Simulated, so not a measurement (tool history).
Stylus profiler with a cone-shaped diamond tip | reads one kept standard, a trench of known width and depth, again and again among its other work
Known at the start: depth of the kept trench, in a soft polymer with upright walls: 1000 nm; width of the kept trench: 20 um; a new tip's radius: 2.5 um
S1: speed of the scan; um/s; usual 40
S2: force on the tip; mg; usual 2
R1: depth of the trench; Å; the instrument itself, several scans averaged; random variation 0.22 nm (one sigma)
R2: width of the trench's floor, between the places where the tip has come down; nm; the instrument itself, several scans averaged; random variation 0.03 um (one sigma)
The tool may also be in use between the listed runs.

{"run": 1, "hour": 0.0, "S1": 40, "S2": 2, "R1": 10064.8, "R2": 15060}
{"run": 2, "hour": 31.0, "S1": 24, "S2": 2, "R1": 10066.6, "R2": 15110}
{"run": 3, "hour": 65.3, "S1": 24, "S2": 1.9, "R1": 10063.3, "R2": 15000}
{"run": 4, "hour": 108.1, "S1": 24, "S2": 1.9, "R1": 10067.8, "R2": 14990}
{"run": 5, "hour": 144.6, "S1": 40, "S2": 0.84, "R1": 10042.2, "R2": 14680}
{"run": 6, "hour": 182.3, "S1": 40, "S2": 0.84, "R1": 10043.2, "R2": 14620}
{"run": 7, "hour": 217.2, "S1": 12, "S2": 2, "R1": 10069.9, "R2": 14980}
{"run": 8, "hour": 242.2, "S1": 133, "S2": 4.96, "R1": 10115.7, "R2": 14430}
{"run": 9, "hour": 285.3, "S1": 133, "S2": 4.96, "R1": 10116.5, "R2": 14310}
{"run": 10, "hour": 308.9, "S1": 118, "S2": 0.69, "R1": 10048.7, "R2": 13560}
{"run": 11, "hour": 343.1, "S1": 118, "S2": 0.69, "R1": 10044.1, "R2": 13490}
{"run": 12, "hour": 365.3, "S1": 32, "S2": 1.32, "R1": 10064.1, "R2": 14510}

5 ways to go on from here, each from the tool as it stands after run 12. What would each give?
{"run": "A", "hour": 392.6, "S1": 32, "S2": 4.66, "R1": "?", "R2": "?"}
{"run": "B", "hour": 392.6, "S1": 119, "S2": 2.48, "R1": "?", "R2": "?"}
{"run": "C", "hour": 392.6, "S1": 20, "S2": 3.6, "R1": "?", "R2": "?"}
{"run": "D", "hour": 392.6, "S1": 80, "S2": 1.32, "R1": "?", "R2": "?"}
{"run": "E", "hour": 392.6, "S1": 17, "S2": 1.23, "R1": "?", "R2": "?"}

run=A R1=10115.1 R2=14580
run=B R1=10084.2 R2=14000
run=C R1=10103 R2=14620
run=D R1=10061.4 R2=14040
run=E R1=10057.7 R2=14570
Without the tool's hidden state the same runs would have given:
run=A R1=10095.8 R2=15870
run=B R1=10064.9 R2=15300
run=C R1=10083.8 R2=15910
run=D R1=10042.2 R2=15340
run=E R1=10038.5 R2=15870
